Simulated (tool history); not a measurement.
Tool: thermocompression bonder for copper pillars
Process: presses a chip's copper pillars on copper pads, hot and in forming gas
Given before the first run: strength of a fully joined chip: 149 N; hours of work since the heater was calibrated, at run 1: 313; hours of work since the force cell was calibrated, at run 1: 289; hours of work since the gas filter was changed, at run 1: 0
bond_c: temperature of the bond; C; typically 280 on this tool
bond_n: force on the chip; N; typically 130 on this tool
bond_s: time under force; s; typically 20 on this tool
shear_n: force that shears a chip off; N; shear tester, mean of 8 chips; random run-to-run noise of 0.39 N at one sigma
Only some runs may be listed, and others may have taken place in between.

run   hour  bond_c  bond_n  bond_s  hours of work since the heater was calibrated  hours of work since the force cell was calibrated  hours of work since the gas filter was changed  shear_n
  1    0.0     280     130      20                                            313                                                289                                               0     59.2
  2   15.1     280     130      20                                            323                                                300                                              10     59.5
  3   26.7     280     125      20                                            331                                                308                                              18     57.2
  4   35.4     275     130      20                                            337                                                314                                              24     56.0
  5   44.8     280     138      20                                            344                                                320                                              31     61.9
  6   65.1     280     130      17                                            358                                                334                                              45     54.6
  7   76.7     273     130      17                                            366                                                342                                              53     51.2
  8   86.0     280     130      20                                            372                                                348                                              59     57.7
  9   94.9     280     130      13                                            378                                                355                                              65     48.0
 10  106.5     299     130      20                                            386                                                363                                              73     67.9
 11  120.7     299     130      20                                            396                                                372                                              83     67.0
 12  140.6     257     130      20                                            410                                                386                                              97     44.9
 13  158.8     280     141      20                                            422                                                399                                             109     59.9
 14  167.5     284     130      20                                            428                                                405                                             115     58.6
 15  184.5     271     130      20                                            440                                                416                                             127     51.1
 16  193.8     271     130      20                                            446                                                423                                             134     50.7
 17  212.6     271     130      20                                            459                                                436                                             147     49.6
 18  229.8     271     130      20                                            471                                                448                                             158     50.1
 19  245.1     280     162      20                                            482                                                458                                             169     64.8
 20  255.8     280     162      20                                            489                                                465                                             176     64.2
     267.3  -- forming gas filter changed
 21  271.1     280     162      20                                            499                                                476                                               3     72.0
 22  285.3     280     162      20                                            509                                                485                                              12     70.6
 23  303.7     278     117      19                                            522                                                498                                              25     52.1
 24  315.6     307     174      34                                            530                                                506                                              33    104.7
 25  330.0     299     179      32                                            540                                                516                                              43     99.5
 26  339.4     291      83      15                                            546                                                523                                              50     39.2
 27  359.5     280     174      15                                            560                                                537                                              64     66.6
 28  375.8     302     172      11                                            571                                                548                                              75     70.2
 29  394.1     282     103      11                                            584                                                561                                              87     37.1
 30  407.5     294     110      13                                            593                                                570                                              97     47.7
 31  418.5     294     139      21                                            601                                                577                                             104     68.8
 32  438.0     272     194      21                                            614                                                591                                             118     73.3
 33  455.8     272     194      21                                            627                                                603                                             130     72.4
 34  473.6     309      84      21                                            639                                                615                                             142     50.6
 35  485.7     290     130      20                                            647                                                624                                             151     60.7
 36  500.8     252     182      44                                            658                                                634                                             161     72.7
 37  520.5     252     182      12                                            671                                                648                                             175     44.7
     534.4  -- forming gas filter changed
 38  539.1     252     182      12                                            684                                                660                                               3     49.4
 39  555.7     280     118      20                                            695                                                672                                              15     54.6
 40  569.7     287     140      17                                            705                                                681                                              24     62.9
 41  588.8     280     190      12                                            718                                                694                                              38     66.5

For some of the steps in shear_n from one run to the next: how much would appear even if the tool had no hidden state, given the settings, what came in and random variation, and how much remains for the hidden state plus any gauge scatter that the measured result and the result without hidden state don't share?
The hidden state here: true temperature of the bond over the reading, C; force that reaches the chip, % of what is set; oxide that the forming gas leaves, % of the face; drift of the gauge itself on shear_n, %.
Run 20 -> 21: forming gas filter changed. shear_n +7.8 N: hidden state +6.6, all else +1.2.
Run 23 -> 24: bond_c 278 -> 307, bond_n 117 -> 174, bond_s 19 -> 34. shear_n +52.6 N: hidden state -0.9, all else +53.5.
Run 25 -> 26: bond_c 299 -> 291, bond_n 179 -> 83, bond_s 32 -> 15. shear_n -60.3 N: hidden state +1.1, all else -61.4.
Run 28 -> 29: bond_c 302 -> 282, bond_n 172 -> 103. shear_n -33.1 N: hidden state +1.0, all else -34.1.
Run 36 -> 37: bond_s 44 -> 12. shear_n -28.0 N: hidden state +2.3, all else -30.3.
Run 37 -> 38: forming gas filter changed. shear_n +4.7 N: hidden state +4.4, all else +0.3.
